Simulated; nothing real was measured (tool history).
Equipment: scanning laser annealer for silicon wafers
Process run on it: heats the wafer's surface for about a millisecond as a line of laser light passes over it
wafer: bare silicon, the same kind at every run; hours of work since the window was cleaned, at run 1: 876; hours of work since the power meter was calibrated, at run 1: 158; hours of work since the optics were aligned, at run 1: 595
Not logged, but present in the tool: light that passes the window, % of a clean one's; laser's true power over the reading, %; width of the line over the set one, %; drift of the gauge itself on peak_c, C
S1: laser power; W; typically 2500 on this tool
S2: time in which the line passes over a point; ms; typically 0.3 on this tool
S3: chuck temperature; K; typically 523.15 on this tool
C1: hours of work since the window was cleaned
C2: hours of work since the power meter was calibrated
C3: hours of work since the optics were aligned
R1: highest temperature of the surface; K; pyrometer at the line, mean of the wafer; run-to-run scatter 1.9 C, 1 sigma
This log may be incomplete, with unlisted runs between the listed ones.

run   hour    S1     S2      S3   C1   C2   C3       R1
  1      0  2500    0.3  523.15  876  158  595  1338.15
  2    6.8  2500    0.3  523.15  880  162  600  1339.15
  3   17.2  2500    0.3  523.15  888  169  607  1333.15
  4   23.8  2500    0.3  523.15  892  174  612  1334.15
  5   35.4  2500    0.3  523.15  900  182  620  1337.15
      40.2  -- window over the wafer cleaned
  6   42.6  2500  0.371  523.15    2  186  623  1439.15
  7   49.3  2500  0.371  523.15    6  190  628  1443.15
  8   60.4  2500  0.371  523.15   14  198  635  1444.15
  9   68.6  2500    0.3  523.15   20  204  641  1348.15
 10   80.8  2500    0.3  523.15   28  212  650  1350.15
 11     88  2500    0.3  523.15   33  217  655  1351.15
 12     95  2500    0.3  523.15   38  222  659  1351.15
 13  101.7  2290    0.3  523.15   43  226  664  1276.15
 14    110  2500    0.3  531.15   48  232  670  1358.15
 15  122.6  2391    0.3  492.15   57  241  679  1279.15
 16  132.6  2449  0.369  492.15   64  248  685  1388.15
 17  143.7  2449  0.369  492.15   72  256  693  1384.15
 18  154.7  2342  0.369  539.15   79  263  701  1393.15
 19  164.9  2500  0.265  523.15   86  270  708  1300.15
 20  174.2  2199  0.248  495.15   93  277  714  1150.15
 21  180.5  2199  0.248  498.15   97  281  719  1151.15
 22  187.1  2199  0.248  498.15  102  286  723  1156.15
 23  195.9  2199   0.35  517.15  108  292  729  1292.15
 24  201.1  2605   0.35  538.15  111  295  733  1465.15
 25  206.2  2605   0.35  538.15  115  299  736  1465.15
 26  217.4  2605  0.352  541.15  123  307  744  1472.15
 27  224.2  2437  0.344  537.15  127  311  749  1392.15
 28  230.4  2522  0.222  517.15  132  316  753  1234.15

For each entry between runs, how does the tool's hidden state at the last listed run before it compare with that at the first listed run after it?
Logged between run 5 and run 6: window over the wafer cleaned (hour 40.2)
  light that passes the window, % of a clean one's: 97.85 -> 99.76; width of the line over the set one, %: 2.2 -> 2.21
  measured result minus the result with no hidden state, R1: -29 -> -13 K
